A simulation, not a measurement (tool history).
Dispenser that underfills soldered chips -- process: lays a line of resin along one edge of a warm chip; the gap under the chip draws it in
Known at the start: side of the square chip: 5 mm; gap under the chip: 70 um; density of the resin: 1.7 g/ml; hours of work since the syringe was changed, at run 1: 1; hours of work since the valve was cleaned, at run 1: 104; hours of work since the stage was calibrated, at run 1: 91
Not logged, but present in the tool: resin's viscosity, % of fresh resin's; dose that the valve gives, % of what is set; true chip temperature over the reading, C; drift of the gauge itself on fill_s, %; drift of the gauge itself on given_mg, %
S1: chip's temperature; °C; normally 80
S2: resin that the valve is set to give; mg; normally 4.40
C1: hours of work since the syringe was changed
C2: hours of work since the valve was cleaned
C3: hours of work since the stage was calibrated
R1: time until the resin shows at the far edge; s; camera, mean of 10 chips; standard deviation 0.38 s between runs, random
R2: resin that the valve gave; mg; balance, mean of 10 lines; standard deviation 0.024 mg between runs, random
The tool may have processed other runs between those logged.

run  hour  S1    S2  C1   C2   C3    R1    R2
  1   0.0  80  4.40   1  104   91  25.1  4.17
  2   2.4  95  4.40   2  105   93  16.1  4.21
  3   5.5  95  4.40   4  107   95  18.3  4.17
  4   8.5  95  4.40   6  109   97  19.4  4.17
  5  10.9  95  4.40   8  111   99  20.1  4.16
  6  12.8  88  4.72   9  112  100  25.2  4.44
     15.1  -- new syringe of resin
  7  17.5  78  3.86   2  115  103  28.7  3.62
  8  19.8  78  3.86   3  117  105  29.4  3.64
  9  23.8  78  3.86   6  119  107  33.6  3.64
 10  26.1  78  3.86   7  121  109  35.3  3.60

Below, each run's measurement less what the same run would have read without the hidden state. Both values contain the same run-to-run variation, but the gauge's scatter may not be the same in both:
run    R1     R2
  1  +1.0  -0.23
  2  +1.5  -0.24
  3  +2.8  -0.24
  4  +4.2  -0.24
  5  +5.1  -0.24
  6  +7.4  -0.27
  7  +2.2  -0.23
  8  +3.7  -0.23
  9  +6.9  -0.23
 10  +8.7  -0.23
